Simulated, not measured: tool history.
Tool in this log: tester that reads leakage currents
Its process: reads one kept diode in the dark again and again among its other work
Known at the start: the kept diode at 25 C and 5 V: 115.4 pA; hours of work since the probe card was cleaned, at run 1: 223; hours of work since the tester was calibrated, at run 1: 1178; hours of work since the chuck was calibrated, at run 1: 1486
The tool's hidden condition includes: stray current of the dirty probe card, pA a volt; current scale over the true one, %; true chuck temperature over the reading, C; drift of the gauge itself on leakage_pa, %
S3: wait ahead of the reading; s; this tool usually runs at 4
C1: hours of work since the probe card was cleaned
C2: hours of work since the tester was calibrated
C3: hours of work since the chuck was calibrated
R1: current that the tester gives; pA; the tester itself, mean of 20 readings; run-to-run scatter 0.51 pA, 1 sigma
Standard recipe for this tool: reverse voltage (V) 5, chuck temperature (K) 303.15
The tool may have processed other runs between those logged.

{"run": 1, "day": 0.0, "reverse voltage (V)": 5, "chuck temperature (K)": 303.15, "S3": 4, "C1": 223, "C2": 1178, "C3": 1486, "R1": 171.16}
{"run": 2, "day": 0.796, "reverse voltage (V)": 5, "chuck temperature (K)": 303.15, "S3": 4, "C1": 234, "C2": 1189, "C3": 1497, "R1": 171.35}
{"run": 3, "day": 1.825, "reverse voltage (V)": 5, "chuck temperature (K)": 303.15, "S3": 1.65, "C1": 247, "C2": 1202, "C3": 1510, "R1": 170.76}
{"run": 4, "day": 3.342, "reverse voltage (V)": 16.84, "chuck temperature (K)": 303.15, "S3": 4, "C1": 267, "C2": 1222, "C3": 1530, "R1": 278.88}
{"run": 5, "day": 4.462, "reverse voltage (V)": 16.84, "chuck temperature (K)": 303.15, "S3": 4, "C1": 282, "C2": 1237, "C3": 1545, "R1": 277.8}
{"run": 6, "day": 5.738, "reverse voltage (V)": 16.84, "chuck temperature (K)": 303.15, "S3": 4, "C1": 299, "C2": 1254, "C3": 1562, "R1": 277.3}
{"run": 7, "day": 7.0, "reverse voltage (V)": 16.84, "chuck temperature (K)": 303.15, "S3": 4, "C1": 316, "C2": 1271, "C3": 1579, "R1": 276.99}
{"run": 8, "day": 7.746, "reverse voltage (V)": 16.84, "chuck temperature (K)": 303.15, "S3": 4, "C1": 326, "C2": 1281, "C3": 1589, "R1": 277.04}
{"run": 9, "day": 9.167, "reverse voltage (V)": 5, "chuck temperature (K)": 303.15, "S3": 4, "C1": 344, "C2": 1299, "C3": 1607, "R1": 170.26}
{"run": 10, "day": 10.204, "reverse voltage (V)": 5, "chuck temperature (K)": 303.15, "S3": 4, "C1": 358, "C2": 1313, "C3": 1621, "R1": 171.35}
{"run": 11, "day": 11.458, "reverse voltage (V)": 5, "chuck temperature (K)": 306.15, "S3": 4, "C1": 375, "C2": 1330, "C3": 1638, "R1": 214.1}
{"run": 12, "day": 12.588, "reverse voltage (V)": 14.27, "chuck temperature (K)": 303.15, "S3": 4, "C1": 390, "C2": 1345, "C3": 1653, "R1": 260.47}
{"run": 13, "day": 13.746, "reverse voltage (V)": 14.27, "chuck temperature (K)": 303.15, "S3": 4, "C1": 405, "C2": 1360, "C3": 1668, "R1": 259.48}
{"run": 14, "day": 15.262, "reverse voltage (V)": 14.27, "chuck temperature (K)": 303.15, "S3": 4, "C1": 425, "C2": 1380, "C3": 1688, "R1": 258.68}
{"run": 15, "day": 16.638, "reverse voltage (V)": 14.27, "chuck temperature (K)": 303.15, "S3": 4, "C1": 443, "C2": 1398, "C3": 1706, "R1": 260.05}
{"run": 16, "day": 17.571, "reverse voltage (V)": 14.27, "chuck temperature (K)": 303.15, "S3": 4, "C1": 455, "C2": 1410, "C3": 1719, "R1": 260.1}
{"run": 17, "day": 18.379, "reverse voltage (V)": 14.27, "chuck temperature (K)": 303.15, "S3": 4, "C1": 466, "C2": 1421, "C3": 1729, "R1": 258.83}
{"run": 18, "day": 20.071, "reverse voltage (V)": 14.27, "chuck temperature (K)": 303.15, "S3": 4, "C1": 489, "C2": 1444, "C3": 1752, "R1": 259.3}
{"run": 19, "day": 21.433, "reverse voltage (V)": 5, "chuck temperature (K)": 303.15, "S3": 4, "C1": 507, "C2": 1462, "C3": 1770, "R1": 170.38}
{"run": 20, "day": 22.325, "reverse voltage (V)": 5, "chuck temperature (K)": 303.15, "S3": 4, "C1": 518, "C2": 1473, "C3": 1781, "R1": 170.66}
{"run": 21, "day": 23.1, "reverse voltage (V)": 13.2, "chuck temperature (K)": 303.15, "S3": 4, "C1": 529, "C2": 1484, "C3": 1792, "R1": 252.12}
{"run": 22, "day": 23.979, "reverse voltage (V)": 7.51, "chuck temperature (K)": 318.15, "S3": 0.33, "C1": 540, "C2": 1495, "C3": 1803, "R1": 604.66}
{"run": 23, "day": 24.975, "reverse voltage (V)": 3.49, "chuck temperature (K)": 324.15, "S3": 1.22, "C1": 553, "C2": 1508, "C3": 1817, "R1": 666.7}
{"run": 24, "day": 25.771, "reverse voltage (V)": 3.49, "chuck temperature (K)": 324.15, "S3": 1.22, "C1": 564, "C2": 1519, "C3": 1827, "R1": 665.64}
{"run": 25, "day": 26.967, "reverse voltage (V)": 1.25, "chuck temperature (K)": 323.15, "S3": 5.44, "C1": 580, "C2": 1535, "C3": 1843, "R1": 416.37}
{"run": 26, "day": 27.825, "reverse voltage (V)": 1.92, "chuck temperature (K)": 323.15, "S3": 5.44, "C1": 591, "C2": 1546, "C3": 1854, "R1": 489.28}
{"run": 27, "day": 28.783, "reverse voltage (V)": 5, "chuck temperature (K)": 297.15, "S3": 4.55, "C1": 604, "C2": 1559, "C3": 1867, "R1": 106.97}
{"run": 28, "day": 29.683, "reverse voltage (V)": 5, "chuck temperature (K)": 297.15, "S3": 4.55, "C1": 616, "C2": 1571, "C3": 1879, "R1": 106.92}
{"run": 29, "day": 30.421, "reverse voltage (V)": 5, "chuck temperature (K)": 297.15, "S3": 4.55, "C1": 625, "C2": 1580, "C3": 1889, "R1": 106.95}
{"run": 30, "day": 32.079, "reverse voltage (V)": 19.46, "chuck temperature (K)": 303.15, "S3": 7.78, "C1": 647, "C2": 1602, "C3": 1910, "R1": 293}
{"run": 31, "day": 33.333, "reverse voltage (V)": 19.46, "chuck temperature (K)": 303.15, "S3": 7.78, "C1": 664, "C2": 1619, "C3": 1927, "R1": 292.79}
{"run": 32, "day": 34.704, "reverse voltage (V)": 19.46, "chuck temperature (K)": 303.15, "S3": 7.78, "C1": 682, "C2": 1637, "C3": 1945, "R1": 292.72}
{"run": 33, "day": 36.262, "reverse voltage (V)": 5, "chuck temperature (K)": 303.15, "S3": 2.21, "C1": 703, "C2": 1658, "C3": 1966, "R1": 171.56}
{"run": 34, "day": 37.846, "reverse voltage (V)": 3.2, "chuck temperature (K)": 325.15, "S3": 0.86, "C1": 724, "C2": 1679, "C3": 1987, "R1": 688.38}
{"run": 35, "day": 38.9, "reverse voltage (V)": 13.84, "chuck temperature (K)": 328.15, "S3": 1.28, "C1": 738, "C2": 1693, "C3": 2001, "R1": 1488.65}
{"run": 36, "day": 40.217, "reverse voltage (V)": 1.15, "chuck temperature (K)": 303.15, "S3": 4, "C1": 755, "C2": 1710, "C3": 2018, "R1": 95.29}
{"run": 37, "day": 41.0, "reverse voltage (V)": 1.2, "chuck temperature (K)": 298.15, "S3": 0.86, "C1": 765, "C2": 1720, "C3": 2028, "R1": 66.53}
{"run": 38, "day": 42.708, "reverse voltage (V)": 1.2, "chuck temperature (K)": 298.15, "S3": 0.86, "C1": 788, "C2": 1743, "C3": 2051, "R1": 66.1}
{"run": 39, "day": 44.342, "reverse voltage (V)": 2.46, "chuck temperature (K)": 329.15, "S3": 0.86, "C1": 809, "C2": 1765, "C3": 2073, "R1": 805.99}

5 ways to go on from here, each from the tool as it stands after run 39. What would each give?
{"run": "A", "day": 45.692, "reverse voltage (V)": 2.46, "chuck temperature (K)": 329.15, "S3": 9.75, "C1": 827, "C2": 1782, "C3": 2090, "R1": "?"}
{"run": "B", "day": 45.692, "reverse voltage (V)": 3.03, "chuck temperature (K)": 329.15, "S3": 0.86, "C1": 827, "C2": 1782, "C3": 2090, "R1": "?"}
{"run": "C", "day": 45.692, "reverse voltage (V)": 5, "chuck temperature (K)": 294.15, "S3": 4, "C1": 827, "C2": 1782, "C3": 2090, "R1": "?"}
{"run": "D", "day": 45.692, "reverse voltage (V)": 9.02, "chuck temperature (K)": 308.15, "S3": 0.86, "C1": 827, "C2": 1782, "C3": 2090, "R1": "?"}
{"run": "E", "day": 45.692, "reverse voltage (V)": 2.46, "chuck temperature (K)": 313.15, "S3": 0.86, "C1": 827, "C2": 1782, "C3": 2090, "R1": "?"}

run=A R1=803.22
run=B R1=872.13
run=C R1=84.93
run=D R1=316.9
run=E R1=272.14
Take away the tool's hidden state, keep each run's random variation, and the runs would have read:
run=A R1=802.22
run=B R1=871.05
run=C R1=84.77
run=D R1=316.42
run=E R1=271.76
